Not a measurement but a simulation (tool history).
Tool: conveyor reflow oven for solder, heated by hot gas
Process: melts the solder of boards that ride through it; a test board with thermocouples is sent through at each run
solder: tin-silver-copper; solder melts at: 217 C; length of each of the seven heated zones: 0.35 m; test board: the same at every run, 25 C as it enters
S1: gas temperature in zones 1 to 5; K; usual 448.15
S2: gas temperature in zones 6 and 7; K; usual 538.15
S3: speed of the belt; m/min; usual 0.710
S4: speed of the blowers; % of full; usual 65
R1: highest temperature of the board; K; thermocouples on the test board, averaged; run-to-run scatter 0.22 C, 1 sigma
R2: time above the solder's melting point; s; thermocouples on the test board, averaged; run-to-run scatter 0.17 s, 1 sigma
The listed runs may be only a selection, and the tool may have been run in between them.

run	hour	S1	S2	S3	S4	R1	R2
1	0.0	448.15	538.15	0.710	65	518.65	39.7
2	20.2	448.15	538.15	0.710	65	518.25	39.6
3	33.4	448.15	538.15	0.710	65	518.55	39.3
4	49.3	448.15	538.15	0.710	65	518.15	39.2
5	65.5	448.15	538.15	0.684	65	519.55	41.9
6	87.0	448.15	538.15	0.684	65	519.55	42.0

The next listed run, before its measurement:
7	100.0	448.15	538.15	0.624	65	?	?

R1: 522.25 K
R2: 48.7 s
Had the tool carried no hidden state, the very same run would have given R1 523.35 K, R2 49.3 s.

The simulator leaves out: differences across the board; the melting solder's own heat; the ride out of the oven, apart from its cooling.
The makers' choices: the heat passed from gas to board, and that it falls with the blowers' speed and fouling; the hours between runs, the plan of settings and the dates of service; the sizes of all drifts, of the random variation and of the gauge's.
